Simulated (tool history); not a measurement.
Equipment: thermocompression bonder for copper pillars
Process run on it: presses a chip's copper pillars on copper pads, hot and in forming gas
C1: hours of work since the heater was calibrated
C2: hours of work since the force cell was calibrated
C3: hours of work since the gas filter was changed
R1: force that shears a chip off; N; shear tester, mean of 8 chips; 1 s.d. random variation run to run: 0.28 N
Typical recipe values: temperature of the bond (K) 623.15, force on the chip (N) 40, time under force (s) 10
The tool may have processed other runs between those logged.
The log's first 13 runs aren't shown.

{"run": 14, "day": 31.079, "temperature of the bond (K)": 623.15, "force on the chip (N)": 53, "time under force (s)": 5, "C1": 431, "C2": 644, "C3": 197, "R1": 34.5}
{"run": 15, "day": 34.246, "temperature of the bond (K)": 623.15, "force on the chip (N)": 53, "time under force (s)": 5, "C1": 484, "C2": 696, "C3": 250, "R1": 33.6}
{"run": 16, "day": 35.733, "temperature of the bond (K)": 623.15, "force on the chip (N)": 29, "time under force (s)": 5, "C1": 509, "C2": 721, "C3": 275, "R1": 23.4}
{"run": 17, "day": 37.846, "temperature of the bond (K)": 643.15, "force on the chip (N)": 40, "time under force (s)": 10, "C1": 544, "C2": 756, "C3": 310, "R1": 44.7}
{"day": 39.358, "done": "heater calibrated with a thermocouple chip"}
{"run": 18, "day": 40.017, "temperature of the bond (K)": 643.15, "force on the chip (N)": 40, "time under force (s)": 10, "C1": 11, "C2": 791, "C3": 344, "R1": 45.9}
{"run": 19, "day": 42.142, "temperature of the bond (K)": 643.15, "force on the chip (N)": 40, "time under force (s)": 10, "C1": 46, "C2": 826, "C3": 380, "R1": 45.9}
{"run": 20, "day": 43.562, "temperature of the bond (K)": 646.15, "force on the chip (N)": 36, "time under force (s)": 8, "C1": 70, "C2": 850, "C3": 403, "R1": 41.8}
{"day": 46.254, "done": "forming gas filter changed"}
{"run": 21, "day": 46.308, "temperature of the bond (K)": 653.15, "force on the chip (N)": 51, "time under force (s)": 5, "C1": 115, "C2": 895, "C3": 1, "R1": 47.5}
{"run": 22, "day": 48.979, "temperature of the bond (K)": 647.15, "force on the chip (N)": 41, "time under force (s)": 26, "C1": 159, "C2": 939, "C3": 45, "R1": 64.4}
{"run": 23, "day": 52.171, "temperature of the bond (K)": 630.15, "force on the chip (N)": 55, "time under force (s)": 12, "C1": 212, "C2": 992, "C3": 98, "R1": 51.3}
{"run": 24, "day": 54.867, "temperature of the bond (K)": 623.15, "force on the chip (N)": 45, "time under force (s)": 17, "C1": 257, "C2": 1037, "C3": 143, "R1": 48.9}
{"run": 25, "day": 57.533, "temperature of the bond (K)": 614.15, "force on the chip (N)": 35, "time under force (s)": 5, "C1": 301, "C2": 1081, "C3": 187, "R1": 25}
{"run": 26, "day": 59.696, "temperature of the bond (K)": 605.15, "force on the chip (N)": 55, "time under force (s)": 25, "C1": 337, "C2": 1117, "C3": 223, "R1": 49.5}
{"run": 27, "day": 61.458, "temperature of the bond (K)": 644.15, "force on the chip (N)": 37, "time under force (s)": 10, "C1": 367, "C2": 1146, "C3": 252, "R1": 44.3}
{"run": 28, "day": 63.217, "temperature of the bond (K)": 595.15, "force on the chip (N)": 40, "time under force (s)": 21, "C1": 396, "C2": 1175, "C3": 282, "R1": 34.7}
{"run": 29, "day": 66.367, "temperature of the bond (K)": 595.15, "force on the chip (N)": 40, "time under force (s)": 21, "C1": 448, "C2": 1228, "C3": 334, "R1": 34.9}
{"run": 30, "day": 68.892, "temperature of the bond (K)": 595.15, "force on the chip (N)": 40, "time under force (s)": 21, "C1": 490, "C2": 1270, "C3": 376, "R1": 34.4}
{"run": 31, "day": 71.417, "temperature of the bond (K)": 595.15, "force on the chip (N)": 40, "time under force (s)": 21, "C1": 532, "C2": 1312, "C3": 418, "R1": 34.1}
{"day": 73.079, "done": "forming gas filter changed"}
{"run": 32, "day": 73.475, "temperature of the bond (K)": 595.15, "force on the chip (N)": 40, "time under force (s)": 21, "C1": 566, "C2": 1345, "C3": 7, "R1": 37.1}
{"day": 73.725, "done": "heater calibrated with a thermocouple chip"}
{"run": 33, "day": 74.929, "temperature of the bond (K)": 604.15, "force on the chip (N)": 40, "time under force (s)": 12, "C1": 20, "C2": 1368, "C3": 29, "R1": 36.1}
{"run": 34, "day": 77.488, "temperature of the bond (K)": 624.15, "force on the chip (N)": 25, "time under force (s)": 22, "C1": 62, "C2": 1411, "C3": 72, "R1": 42.7}
{"day": 80.4, "done": "force cell calibrated"}
{"run": 35, "day": 80.446, "temperature of the bond (K)": 624.15, "force on the chip (N)": 25, "time under force (s)": 22, "C1": 111, "C2": 1, "C3": 120, "R1": 40.6}
{"run": 36, "day": 82.554, "temperature of the bond (K)": 602.15, "force on the chip (N)": 56, "time under force (s)": 22, "C1": 146, "C2": 36, "C3": 155, "R1": 47.4}
{"run": 37, "day": 84.429, "temperature of the bond (K)": 602.15, "force on the chip (N)": 56, "time under force (s)": 22, "C1": 177, "C2": 67, "C3": 186, "R1": 47.9}
{"run": 38, "day": 87.442, "temperature of the bond (K)": 602.15, "force on the chip (N)": 56, "time under force (s)": 14, "C1": 227, "C2": 117, "C3": 236, "R1": 40}

Each row is a separate what-if for the run after 38, all from the same tool condition, not one after another. Results?
{"run": "A", "day": 89.454, "temperature of the bond (K)": 623.15, "force on the chip (N)": 40, "time under force (s)": 13, "C1": 260, "C2": 150, "C3": 269, "R1": "?"}
{"run": "B", "day": 89.454, "temperature of the bond (K)": 617.15, "force on the chip (N)": 32, "time under force (s)": 28, "C1": 260, "C2": 150, "C3": 269, "R1": "?"}
{"run": "C", "day": 89.454, "temperature of the bond (K)": 594.15, "force on the chip (N)": 40, "time under force (s)": 10, "C1": 260, "C2": 150, "C3": 269, "R1": "?"}
{"run": "D", "day": 89.454, "temperature of the bond (K)": 630.15, "force on the chip (N)": 35, "time under force (s)": 12, "C1": 260, "C2": 150, "C3": 269, "R1": "?"}
{"run": "E", "day": 89.454, "temperature of the bond (K)": 650.15, "force on the chip (N)": 40, "time under force (s)": 17, "C1": 260, "C2": 150, "C3": 269, "R1": "?"}

run=A R1=41
run=B R1=44.9
run=C R1=26.8
run=D R1=40.4
run=E R1=56.3
Had the tool no hidden state, the same runs would have come out as:
run=A R1=43.4
run=B R1=47.4
run=C R1=28.4
run=D R1=42.7
run=E R1=59.2
